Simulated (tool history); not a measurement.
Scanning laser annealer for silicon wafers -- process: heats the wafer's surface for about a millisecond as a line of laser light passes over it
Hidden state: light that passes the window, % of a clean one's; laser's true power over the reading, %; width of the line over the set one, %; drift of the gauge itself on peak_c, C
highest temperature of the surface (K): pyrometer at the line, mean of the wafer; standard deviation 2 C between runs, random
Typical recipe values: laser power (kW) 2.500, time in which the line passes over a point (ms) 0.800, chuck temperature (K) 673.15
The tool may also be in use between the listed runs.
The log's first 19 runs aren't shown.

run   hour  laser power (kW)  time in which the line passes over a point (ms)  chuck temperature (K)  hours of work since the window was cleaned  hours of work since the power meter was calibrated  hours of work since the optics were aligned  highest temperature of the surface (K)
 20  385.6             2.500                                            0.800                 673.15                                         146                                                 617                                          299                                 1491.15
 21  403.2             2.500                                            0.800                 673.15                                         160                                                 631                                          312                                 1491.15
 22  418.2             2.500                                            0.800                 673.15                                         171                                                 643                                          324                                 1487.15
 23  444.8             2.508                                            0.958                 678.15                                         192                                                 664                                          345                                 1564.15
 24  460.6             2.508                                            0.958                 678.15                                         204                                                 676                                          357                                 1566.15
 25  489.5             2.500                                            0.646                 638.15                                         227                                                 698                                          379                                 1363.15
 26  503.1             2.476                                            0.646                 673.15                                         237                                                 709                                          390                                 1387.15
 27  516.1             2.130                                            0.800                 673.15                                         247                                                 719                                          400                                 1324.15
 28  529.1             2.384                                            0.800                 673.15                                         258                                                 729                                          410                                 1425.15
 29  544.6             2.384                                            0.800                 673.15                                         270                                                 741                                          422                                 1422.15
 30  572.4             2.296                                            0.616                 673.15                                         291                                                 763                                          444                                 1295.15
 31  589.2             2.296                                            0.616                 673.15                                         304                                                 776                                          457                                 1298.15
 32  612.5             2.296                                            0.616                 673.15                                         322                                                 794                                          475                                 1295.15
     625.4  -- window over the wafer cleaned
 33  639.9             2.500                                            0.653                 673.15                                          11                                                 814                                          495                                 1428.15
 34  657.2             2.405                                            0.669                 661.15                                          25                                                 827                                          508                                 1386.15
 35  670.2             2.405                                            0.669                 661.15                                          35                                                 837                                          519                                 1382.15
 36  688.0             2.513                                            0.922                 656.15                                          49                                                 851                                          532                                 1544.15
 37  715.0             2.348                                            0.922                 677.15                                          70                                                 872                                          553                                 1487.15
 38  732.8             2.207                                            0.623                 708.15                                          84                                                 886                                          567                                 1324.15
 39  752.4             2.500                                            0.800                 641.15                                          99                                                 901                                          583                                 1455.15
 40  771.8             2.500                                            0.800                 641.15                                         114                                                 917                                          598                                 1453.15

What if the next run were any one of these 5? Each begins from the tool's condition after run 40:
  A  787.5             2.500                                            0.843                 673.15                                         126                                                 929                                          610                                       ?
  B  787.5             2.500                                            0.800                 707.15                                         126                                                 929                                          610                                       ?
  C  787.5             2.556                                            0.800                 696.15                                         126                                                 929                                          610                                       ?
  D  787.5             2.548                                            0.800                 692.15                                         126                                                 929                                          610                                       ?
  E  787.5             2.249                                            0.633                 638.15                                         126                                                 929                                          610                                       ?

run  highest temperature of the surface (K)
  A                                 1510.15
  B                                 1519.15
  C                                 1529.15
  D                                 1527.15
  E                                 1269.15
Without the tool's hidden state the same runs would have given:
run  highest temperature of the surface (K)
  A                                 1548.15
  B                                 1556.15
  C                                 1567.15
  D                                 1565.15
  E                                 1298.15

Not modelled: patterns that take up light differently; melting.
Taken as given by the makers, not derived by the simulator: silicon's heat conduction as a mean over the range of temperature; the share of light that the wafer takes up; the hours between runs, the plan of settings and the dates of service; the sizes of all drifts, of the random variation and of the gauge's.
